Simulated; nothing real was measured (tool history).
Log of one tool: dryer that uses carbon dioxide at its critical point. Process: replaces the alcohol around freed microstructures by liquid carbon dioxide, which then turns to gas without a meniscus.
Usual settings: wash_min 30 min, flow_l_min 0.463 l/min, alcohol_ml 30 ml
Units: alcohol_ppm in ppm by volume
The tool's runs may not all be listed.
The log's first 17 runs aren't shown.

Run 18, day 27.267: usual settings but alcohol_ml 102 ml. Result: alcohol_ppm 317 ppm by volume.
Run 19, day 28.688: usual settings but alcohol_ml 102 ml. Result: alcohol_ppm 331 ppm by volume.
Run 20, day 30.521: usual settings but alcohol_ml 102 ml. Result: alcohol_ppm 350 ppm by volume.
Run 21, day 31.738: usual settings but wash_min 25 min, flow_l_min 0.591 l/min, alcohol_ml 98 ml. Result: alcohol_ppm 282 ppm by volume.
Run 22, day 33.512: usual settings but wash_min 24 min, flow_l_min 0.591 l/min, alcohol_ml 40 ml. Result: alcohol_ppm 181 ppm by volume.
Run 23, day 34.725: usual settings but wash_min 24 min, flow_l_min 0.591 l/min, alcohol_ml 40 ml. Result: alcohol_ppm 185 ppm by volume.
Run 24, day 35.850: usual settings but wash_min 19 min, alcohol_ml 42 ml. Result: alcohol_ppm 929 ppm by volume.
At day 36.996: inlet filter changed.
Run 25, day 37.742: usual settings but wash_min 20 min, flow_l_min 0.410 l/min, alcohol_ml 99 ml. Result: alcohol_ppm 1842 ppm by volume.
At day 38.196: purifier's bed changed.
Run 26, day 39.429: usual settings but alcohol_ml 23 ml. Result: alcohol_ppm 50 ppm by volume.
Run 27, day 40.962: usual settings but wash_min 44 min, flow_l_min 0.461 l/min, alcohol_ml 21 ml. Result: alcohol_ppm 12 ppm by volume.
Run 28, day 42.338: usual settings but wash_min 42 min, flow_l_min 0.500 l/min, alcohol_ml 49 ml. Result: alcohol_ppm 22 ppm by volume.
Run 29, day 44.050: usual settings but wash_min 31 min, flow_l_min 0.345 l/min. Result: alcohol_ppm 249 ppm by volume.
Run 30, day 45.375: usual settings but wash_min 31 min, flow_l_min 0.345 l/min. Result: alcohol_ppm 256 ppm by volume.
Run 31, day 46.275: usual settings but wash_min 20 min, alcohol_ml 33 ml. Result: alcohol_ppm 468 ppm by volume.
Run 32, day 47.617: usual settings but wash_min 20 min, alcohol_ml 33 ml. Result: alcohol_ppm 473 ppm by volume.
Run 33, day 49.408: usual settings but wash_min 20 min, alcohol_ml 33 ml. Result: alcohol_ppm 499 ppm by volume.
Run 34, day 50.950: usual settings but alcohol_ml 22 ml. Result: alcohol_ppm 82 ppm by volume.
Run 35, day 52.012: usual settings but wash_min 26 min, flow_l_min 0.410 l/min, alcohol_ml 104 ml. Result: alcohol_ppm 964 ppm by volume.
Run 36, day 54.062: usual settings but wash_min 41 min, flow_l_min 0.397 l/min, alcohol_ml 104 ml. Result: alcohol_ppm 151 ppm by volume.
Run 37, day 55.988: usual settings but flow_l_min 0.576 l/min. Result: alcohol_ppm 56 ppm by volume.
Run 38, day 57.979: usual settings but flow_l_min 0.576 l/min. Result: alcohol_ppm 55 ppm by volume.
At day 58.162: inlet filter changed.
Run 39, day 59.462: usual settings but wash_min 21 min, flow_l_min 0.290 l/min, alcohol_ml 76 ml. Result: alcohol_ppm 3258 ppm by volume.
Run 40, day 60.858: usual settings but wash_min 21 min, flow_l_min 0.290 l/min, alcohol_ml 76 ml. Result: alcohol_ppm 3326 ppm by volume.

5 ways to go on from here, each from the tool as it stands after run 40. What would each give?
Run A, day 62.112: usual settings but wash_min 46 min, flow_l_min 0.290 l/min, alcohol_ml 76 ml. Result: alcohol_ppm ?.
Run B, day 62.112: usual settings but wash_min 27 min, alcohol_ml 38 ml. Result: alcohol_ppm ?.
Run C, day 62.112: usual settings but wash_min 21 min, flow_l_min 0.391 l/min, alcohol_ml 108 ml. Result: alcohol_ppm ?.
Run D, day 62.112: usual settings but wash_min 36 min, flow_l_min 0.290 l/min, alcohol_ml 77 ml. Result: alcohol_ppm ?.
Run E, day 62.112: usual settings but wash_min 38 min, flow_l_min 0.608 l/min, alcohol_ml 84 ml. Result: alcohol_ppm ?.

run  alcohol_ppm
  A          229
  B          166
  C         2054
  D          651
  E           43
Without the tool's hidden state the same runs would have given:
run  alcohol_ppm
  A          176
  B          122
  C         1866
  D          561
  E           13
